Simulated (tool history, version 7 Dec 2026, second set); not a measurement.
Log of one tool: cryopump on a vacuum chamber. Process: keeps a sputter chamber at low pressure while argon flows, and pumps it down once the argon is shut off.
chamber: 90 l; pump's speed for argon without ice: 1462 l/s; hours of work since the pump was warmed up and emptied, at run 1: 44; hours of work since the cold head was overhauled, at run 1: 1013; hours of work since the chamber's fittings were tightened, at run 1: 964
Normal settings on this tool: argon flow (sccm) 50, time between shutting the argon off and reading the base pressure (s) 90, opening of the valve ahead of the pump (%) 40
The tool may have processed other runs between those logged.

run	hour	argon flow (sccm)	time between shutting the argon off and reading the base pressure (s)	opening of the valve ahead of the pump (%)	hours of work since the pump was warmed up and emptied	hours of work since the cold head was overhauled	hours of work since the chamber's fittings were tightened	pressure while argon flows (Pa)	pressure after the wait (uPa)
1	0.0	50	90	40	44	1013	964	0.1470	3.06
2	42.8	50	90	40	76	1044	996	0.1476	3.02
3	86.7	50	90	40	107	1076	1027	0.1476	3.31
4	126.4	50	90	40	136	1105	1056	0.1505	3.28
5	153.2	50	90	40	156	1124	1076	0.1503	3.41
6	208.2	50	90	40	196	1164	1116	0.1522	3.68
7	253.1	50	90	40	228	1197	1148	0.1506	3.69
8	302.5	50	90	40	264	1233	1184	0.1547	3.95
9	331.9	50	30	55	285	1254	1206	0.1149	4.83
# hour 337.3: leaking fittings of the chamber tightened, without venting
10	364.0	50	30	55	307	1276	19	0.1160	1.58
11	409.2	89	90	40	340	1309	52	0.2773	0.92
12	440.1	53	42	38	363	1331	75	0.1761	1.45
13	481.8	53	42	38	393	1362	105	0.1767	1.59
14	531.1	76	39	20	429	1397	141	0.4648	1.73

How the hidden state differs across the entries between the runs, from the last listed run before each to the first after it:
After run 9, before run 10: leaking fittings of the chamber tightened, without venting (hour 337.3)
  pump's speed, % of a pump's without ice: 86.8 -> 85.8; cold plate's temperature, K: 13.38 -> 13.4; leak into the chamber, uPa l/s: 4410 -> 473
  what was measured, less what the result would be without the hidden state, pressure while argon flows (Pa): +0.0106 -> +0.0116; pressure after the wait (uPa): +3.37 -> +0.17
